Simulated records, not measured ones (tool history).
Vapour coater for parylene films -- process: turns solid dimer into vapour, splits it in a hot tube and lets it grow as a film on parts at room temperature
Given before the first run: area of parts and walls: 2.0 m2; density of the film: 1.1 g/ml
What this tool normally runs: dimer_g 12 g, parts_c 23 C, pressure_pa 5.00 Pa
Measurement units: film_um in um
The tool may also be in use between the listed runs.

run 1 hour=0.0 | dimer_g=12 parts_c=23 pressure_pa=5.00 | film_um=4.03
run 2 hour=31.0 | dimer_g=12 parts_c=23 pressure_pa=5.00 | film_um=4.02
-- hour=84.4 trap's valve overhauled
run 3 hour=85.8 | dimer_g=12 parts_c=23 pressure_pa=5.00 | film_um=3.99
run 4 hour=109.5 | dimer_g=12 parts_c=23 pressure_pa=5.00 | film_um=4.07
run 5 hour=141.7 | dimer_g=12 parts_c=23 pressure_pa=5.00 | film_um=4.09
run 6 hour=193.0 | dimer_g=12 parts_c=23 pressure_pa=5.00 | film_um=4.05
run 7 hour=248.8 | dimer_g=12 parts_c=16 pressure_pa=5.83 | film_um=4.92
run 8 hour=293.3 | dimer_g=12 parts_c=16 pressure_pa=5.83 | film_um=4.94
run 9 hour=349.5 | dimer_g=7 parts_c=15 pressure_pa=11.01 | film_um=2.83
run 10 hour=403.8 | dimer_g=7 parts_c=15 pressure_pa=11.01 | film_um=2.80
run 11 hour=441.2 | dimer_g=12 parts_c=15 pressure_pa=11.01 | film_um=4.82
run 12 hour=476.6 | dimer_g=14 parts_c=15 pressure_pa=11.01 | film_um=5.60

Predict each of these 4 candidate next runs independently; none follows another, all start after run 12:
run A hour=519.6 | dimer_g=7 parts_c=23 pressure_pa=5.00 | film_um=?
run B hour=519.6 | dimer_g=12 parts_c=23 pressure_pa=4.14 | film_um=?
run C hour=519.6 | dimer_g=5 parts_c=16 pressure_pa=5.52 | film_um=?
run D hour=519.6 | dimer_g=14 parts_c=25 pressure_pa=11.01 | film_um=?

run=A film_um=2.33
run=B film_um=4.10
run=C film_um=1.99
run=D film_um=4.29
The same runs, with their run-to-run variation unchanged, on a tool lacking any hidden condition would have given:
run=A film_um=2.34
run=B film_um=4.11
run=C film_um=2.00
run=D film_um=4.31
